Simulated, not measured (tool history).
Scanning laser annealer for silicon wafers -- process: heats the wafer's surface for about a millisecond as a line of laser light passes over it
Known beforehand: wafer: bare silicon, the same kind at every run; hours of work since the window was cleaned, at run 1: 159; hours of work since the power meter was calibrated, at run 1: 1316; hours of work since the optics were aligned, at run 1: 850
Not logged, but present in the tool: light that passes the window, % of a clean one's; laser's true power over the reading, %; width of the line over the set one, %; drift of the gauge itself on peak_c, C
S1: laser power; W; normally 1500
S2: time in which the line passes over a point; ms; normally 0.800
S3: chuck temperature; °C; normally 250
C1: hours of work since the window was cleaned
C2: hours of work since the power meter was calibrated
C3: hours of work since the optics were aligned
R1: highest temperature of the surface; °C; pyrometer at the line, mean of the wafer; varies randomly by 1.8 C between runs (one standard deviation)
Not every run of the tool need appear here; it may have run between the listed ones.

run 1 hour=0.0 | S1=1500 S2=0.800 S3=250 | C1=159 C2=1316 C3=850 | R1=956
run 2 hour=50.9 | S1=1500 S2=0.800 S3=250 | C1=197 C2=1353 C3=887 | R1=959
run 3 hour=106.4 | S1=1500 S2=0.800 S3=250 | C1=237 C2=1394 C3=928 | R1=955
run 4 hour=177.8 | S1=1500 S2=0.800 S3=250 | C1=289 C2=1446 C3=980 | R1=954
run 5 hour=233.8 | S1=1500 S2=0.800 S3=241 | C1=330 C2=1487 C3=1021 | R1=939
run 6 hour=277.8 | S1=1500 S2=0.800 S3=241 | C1=363 C2=1519 C3=1053 | R1=942
run 7 hour=311.3 | S1=1500 S2=0.800 S3=241 | C1=387 C2=1544 C3=1078 | R1=938
run 8 hour=383.1 | S1=1500 S2=0.800 S3=241 | C1=440 C2=1596 C3=1130 | R1=939
run 9 hour=433.0 | S1=1500 S2=0.800 S3=241 | C1=476 C2=1633 C3=1167 | R1=935
-- hour=445.4 optics aligned, line set to its width
run 10 hour=503.9 | S1=1500 S2=0.800 S3=241 | C1=524 C2=1681 C3=43 | R1=943
run 11 hour=538.7 | S1=1500 S2=0.800 S3=241 | C1=550 C2=1707 C3=68 | R1=945
run 12 hour=591.2 | S1=1500 S2=0.800 S3=241 | C1=588 C2=1745 C3=107 | R1=941
run 13 hour=638.8 | S1=1452 S2=0.800 S3=250 | C1=623 C2=1780 C3=142 | R1=927
run 14 hour=690.7 | S1=1519 S2=0.782 S3=260 | C1=661 C2=1818 C3=179 | R1=961
run 15 hour=756.8 | S1=1519 S2=0.800 S3=250 | C1=709 C2=1866 C3=228 | R1=958
run 16 hour=815.6 | S1=1519 S2=0.800 S3=250 | C1=752 C2=1909 C3=271 | R1=954
run 17 hour=882.2 | S1=1503 S2=0.586 S3=221 | C1=801 C2=1958 C3=320 | R1=819
run 18 hour=938.0 | S1=1535 S2=0.586 S3=221 | C1=842 C2=1999 C3=360 | R1=830
run 19 hour=983.8 | S1=1500 S2=0.701 S3=219 | C1=875 C2=2032 C3=394 | R1=866
run 20 hour=1046.7 | S1=1525 S2=0.978 S3=224 | C1=921 C2=2078 C3=440 | R1=992
-- hour=1095.8 window over the wafer cleaned
run 21 hour=1117.8 | S1=1525 S2=0.978 S3=224 | C1=16 C2=2129 C3=490 | R1=1028
run 22 hour=1161.9 | S1=1525 S2=0.978 S3=224 | C1=48 C2=2161 C3=523 | R1=1026
run 23 hour=1196.2 | S1=1525 S2=0.978 S3=224 | C1=73 C2=2186 C3=548 | R1=1027
run 24 hour=1248.1 | S1=1617 S2=0.978 S3=246 | C1=111 C2=2224 C3=586 | R1=1093
run 25 hour=1320.3 | S1=1500 S2=0.719 S3=250 | C1=164 C2=2277 C3=639 | R1=926

Take each entry between the runs: how does the hidden state at the last listed run before it differ from the hidden state at the first listed run after it?
Runs 9 to 10: optics aligned, line set to its width (hour 445.4)
  light that passes the window, % of a clean one's: 97.28 -> 97.05; laser's true power over the reading, %: 0.62 -> 0.64; width of the line over the set one, %: 3.12 -> 0.13
  difference, measured minus the result without the unlogged condition, R1: -25 -> -17 °C
Runs 20 to 21: window over the wafer cleaned (hour 1095.8)
  light that passes the window, % of a clean one's: 95.05 -> 99.66; laser's true power over the reading, %: 0.85 -> 0.88; width of the line over the set one, %: 1.21 -> 1.34
  difference, measured minus the result without the unlogged condition, R1: -37 -> -1 °C
